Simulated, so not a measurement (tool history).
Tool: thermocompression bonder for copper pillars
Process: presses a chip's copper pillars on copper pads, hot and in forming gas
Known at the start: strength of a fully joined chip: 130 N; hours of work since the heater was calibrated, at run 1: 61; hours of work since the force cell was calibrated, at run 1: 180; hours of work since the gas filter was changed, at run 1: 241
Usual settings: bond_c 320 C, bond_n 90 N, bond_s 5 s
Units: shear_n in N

run   hour  bond_c  bond_n  bond_s  hours of work since the heater was calibrated  hours of work since the force cell was calibrated  hours of work since the gas filter was changed  shear_n
  1      0     320      90       5                                             61                                                180                                             241     87.8
  2    9.4     320      90       5                                             68                                                187                                             249     87.7
  3   22.4     320      90       5                                             78                                                197                                             259     90.4
  4   33.6     320      90       5                                             87                                                206                                             267     87.4
  5   43.5     327      90       5                                             94                                                213                                             275     92.3
  6     54     327      90       5                                            103                                                222                                             283     91.8
  7   60.1     327      90       5                                            107                                                226                                             288       92
  8   74.2     320      69       5                                            118                                                237                                             299     78.6
  9   85.3     344      90       5                                            127                                                246                                             307     99.6
 10   99.6     320      90       8                                            138                                                257                                             318     97.4
 11  113.7     320      90       8                                            148                                                267                                             329     97.1
 12  122.1     320      90       8                                            155                                                274                                             335     98.2
 13  131.9     320      90       6                                            162                                                281                                             343     92.2
 14    146     320      90       5                                            173                                                292                                             354     88.2
 15  152.6     320      90       7                                            178                                                297                                             359     95.4
 16  161.8     320      90       7                                            185                                                304                                             366     94.7
     170.9  -- forming gas filter changed
 17  174.7     320      90       7                                            195                                                314                                               3     96.4
 18  183.4     320      90       7                                            202                                                321                                              10     97.1
 19  189.5     320      90       7                                            206                                                325                                              14    101.1
 20  196.5     320      90       6                                            212                                                331                                              20     96.7
 21  210.4     310      90       5                                            222                                                341                                              30     85.4
     212.6  -- force cell calibrated
 22  221.4     292      90       5                                            230                                                  7                                              38     77.1
 23  232.3     292      90       5                                            238                                                 15                                              46     76.7
     237.8  -- force cell calibrated, once more
 24  242.6     306      76       3                                            245                                                  4                                              53       66
 25  252.9     307      90       8                                            253                                                 12                                              61     95.9
 26  264.2     307      90       8                                            261                                                 20                                              69     95.4
 27  271.6     307      90       8                                            267                                                 26                                              75     96.5
 28  280.1     291      90       7                                            274                                                 33                                              82     84.9
 29  289.4     316      91       3                                            281                                                 40                                              89     76.5
 30  301.5     316      91       3                                            290                                                 49                                              98       79
 31  310.7     292     133       3                                            297                                                 56                                             105     79.9
 32    321     314      90      11                                            305                                                 64                                             113    104.5
 33  331.3     314      90      11                                            313                                                 72                                             121      104
 34  339.1     314      90      11                                            319                                                 78                                             127    104.9
 35  351.4     345     122      11                                            328                                                 87                                             136    124.2
 36    364     320      90       6                                            338                                                 97                                             146     94.1
 37  376.7     313      96       4                                            348                                                107                                             156       83
 38  383.5     313      96       4                                            353                                                112                                             161     83.1
 39  394.8     294      71       4                                            362                                                121                                             170       62

Forecast each of these 4 alternatives for the next run:
  A  408.6     309     132       4                                            372                                                131                                             180        ?
  B  408.6     310      56       5                                            372                                                131                                             180        ?
  C  408.6     295      58       4                                            372                                                131                                             180        ?
  D  408.6     294      90       6                                            372                                                131                                             180        ?

run  shear_n
  A     96.9
  B     65.8
  C     56.4
  D       80
Without the tool's hidden state the same runs would have given:
run  shear_n
  A      101
  B     69.2
  C     59.4
  D     83.8
